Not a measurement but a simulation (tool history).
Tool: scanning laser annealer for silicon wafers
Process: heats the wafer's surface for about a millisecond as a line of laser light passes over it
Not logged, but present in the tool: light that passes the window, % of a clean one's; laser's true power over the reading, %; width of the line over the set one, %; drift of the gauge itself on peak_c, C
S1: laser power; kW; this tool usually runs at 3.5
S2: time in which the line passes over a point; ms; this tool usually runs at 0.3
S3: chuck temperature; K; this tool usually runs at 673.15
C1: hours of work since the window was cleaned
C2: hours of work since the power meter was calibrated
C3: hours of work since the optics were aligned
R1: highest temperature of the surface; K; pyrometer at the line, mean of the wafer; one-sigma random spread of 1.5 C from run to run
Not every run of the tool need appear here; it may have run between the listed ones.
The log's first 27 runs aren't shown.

Run 28, hour 1756.5: usual settings but S1 3.618 kW, S2 0.324 ms, S3 664.15 K; C1 434; C2 947; C3 524. Result: R1 1455.15 K.
Run 29, hour 1799.6: usual settings but S1 3.618 kW, S2 0.324 ms, S3 664.15 K; C1 453; C2 966; C3 544. Result: R1 1458.15 K.
Run 30, hour 1861.7: usual settings but S1 3.618 kW, S2 0.324 ms, S3 664.15 K; C1 481; C2 994; C3 571. Result: R1 1455.15 K.
Run 31, hour 1918.1: usual settings but S1 3.618 kW, S2 0.324 ms, S3 664.15 K; C1 506; C2 1019; C3 596. Result: R1 1454.15 K.
Run 32, hour 1996: usual settings but S1 3.238 kW, S2 0.304 ms, S3 636.15 K; C1 541; C2 1053; C3 631. Result: R1 1304.15 K.
At hour 2057.1: window over the wafer cleaned.
Run 33, hour 2057.1: usual settings but S1 3.644 kW, S2 0.264 ms, S3 636.15 K; C1 0; C2 1080; C3 657. Result: R1 1373.15 K.
Run 34, hour 2142.2: usual settings but S1 3.381 kW, S2 0.278 ms, S3 647.15 K; C1 38; C2 1118; C3 695. Result: R1 1334.15 K.
Run 35, hour 2211.9: usual settings but S2 0.242 ms, S3 640.15 K; C1 69; C2 1149; C3 726. Result: R1 1308.15 K.
Run 36, hour 2283.3: usual settings but S1 3.38 kW, S2 0.284 ms, S3 649.15 K; C1 101; C2 1180; C3 758. Result: R1 1342.15 K.
Run 37, hour 2338.9: usual settings but S2 0.304 ms; C1 125; C2 1205; C3 783. Result: R1 1418.15 K.
Run 38, hour 2424.7: usual settings but S2 0.231 ms, S3 645.15 K; C1 164; C2 1243; C3 821. Result: R1 1290.15 K.
Run 39, hour 2507: usual settings but S1 3.697 kW; C1 200; C2 1280; C3 857. Result: R1 1459.15 K.
Run 40, hour 2583.5: usual settings but S1 3.591 kW, S2 0.213 ms, S3 635.15 K; C1 234; C2 1314; C3 892. Result: R1 1273.15 K.
Run 41, hour 2657.2: usual settings but S1 3.7 kW, S2 0.253 ms; C1 267; C2 1347; C3 924. Result: R1 1392.15 K.

3 options for the next run, each taken on its own from the tool as it stands now. Forecast them:
Run A, hour 2732.7: usual settings but S1 3.589 kW, S2 0.261 ms, S3 649.15 K; C1 301; C2 1380; C3 958. Result: R1 ?.
Run B, hour 2732.7: usual settings but S2 0.244 ms; C1 301; C2 1380; C3 958. Result: R1 ?.
Run C, hour 2732.7: usual settings but S1 2.977 kW, S2 0.252 ms, S3 702.15 K; C1 301; C2 1380; C3 958. Result: R1 ?.

run       R1
  A  1352.15
  B  1330.15
  C  1254.15
Without the tool's unlogged condition, the same runs would have read:
run       R1
  A  1369.15
  B  1346.15
  C  1268.15
